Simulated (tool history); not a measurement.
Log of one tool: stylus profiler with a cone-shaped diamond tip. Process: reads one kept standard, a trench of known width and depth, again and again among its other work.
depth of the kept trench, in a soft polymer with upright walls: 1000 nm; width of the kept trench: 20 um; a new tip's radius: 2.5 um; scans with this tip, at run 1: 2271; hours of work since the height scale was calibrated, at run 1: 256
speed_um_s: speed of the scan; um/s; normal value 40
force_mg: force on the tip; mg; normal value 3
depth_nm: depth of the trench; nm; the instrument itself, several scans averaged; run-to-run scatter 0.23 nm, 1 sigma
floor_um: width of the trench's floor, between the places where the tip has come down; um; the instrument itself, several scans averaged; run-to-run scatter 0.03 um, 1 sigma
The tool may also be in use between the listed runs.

run   hour  speed_um_s  force_mg  scans with this tip  hours of work since the height scale was calibrated  depth_nm  floor_um
  1      0          40         3                 2271                                                  256   1017.28     15.64
  2    8.3          40         3                 2306                                                  260   1017.11     15.67
  3   25.6          40         3                 2379                                                  268   1017.37     15.66
  4   42.1          40         3                 2448                                                  276   1017.04     15.65
  5   56.1          40         3                 2506                                                  282   1017.58      15.6
  6   72.9          40         3                 2577                                                  290   1017.06     15.59
  7   85.8          40         3                 2631                                                  296   1017.49     15.59
  8   99.1          40         3                 2687                                                  302    1017.2     15.61
  9  115.3          40         3                 2755                                                  310   1017.17      15.6
 10  127.2          40         3                 2804                                                  316   1017.59     15.59
 11  135.9          40         3                 2841                                                  320   1017.23     15.67
 12  152.5          40         3                 2911                                                  328   1017.37     15.55
 13  160.3          40         3                 2943                                                  331   1017.24     15.52
 14  173.9          92      1.62                 3001                                                  338   1011.79     15.44
     175.6  -- height scale calibrated on a step standard
 15  182.8          34      6.63                 3036                                                    3    1029.7     15.55
 16  190.9          34      6.63                 3069                                                    7   1029.25      15.6
 17  201.1          17      2.26                 3112                                                   12   1014.98      15.6
 18  215.8          17      2.26                 3174                                                   19   1014.76     15.57
 19  224.5          45      3.28                 3211                                                   23    1018.9     15.58
 20  241.6          13      1.73                 3282                                                   31   1012.74     15.58
     248.4  -- height scale calibrated on a step standard, once more
 21  251.4          66      7.03                 3321                                                    1   1028.44     15.54
 22  264.1          15       5.6                 3374                                                    7    1024.2      15.6
 23  272.2          15       5.6                 3409                                                   11   1024.37     15.59
 24  288.3         158      1.69                 3476                                                   19   1010.39     15.18
 25  300.4         158      1.69                 3527                                                   25   1010.34     15.18

Branching from run 25: 5 alternative next runs. What would each branch give?
  A  313.5         158      1.88                 3581                                                   31         ?         ?
  B  313.5         109      8.89                 3581                                                   31         ?         ?
  C  313.5          40      2.85                 3581                                                   31         ?         ?
  D  313.5          40      1.13                 3581                                                   31         ?         ?
  E  313.5          96      1.69                 3581                                                   31         ?         ?

run  depth_nm  floor_um
  A   1011.16     15.24
  B   1033.99      15.5
  C   1015.41     15.51
  D   1008.29     15.42
  E   1010.46      15.4
With no hidden state in the tool, these same runs would have given:
run  depth_nm  floor_um
  A   1011.76     15.66
  B   1034.61     15.92
  C   1016.01     15.93
  D    1008.9     15.85
  E   1011.06     15.82
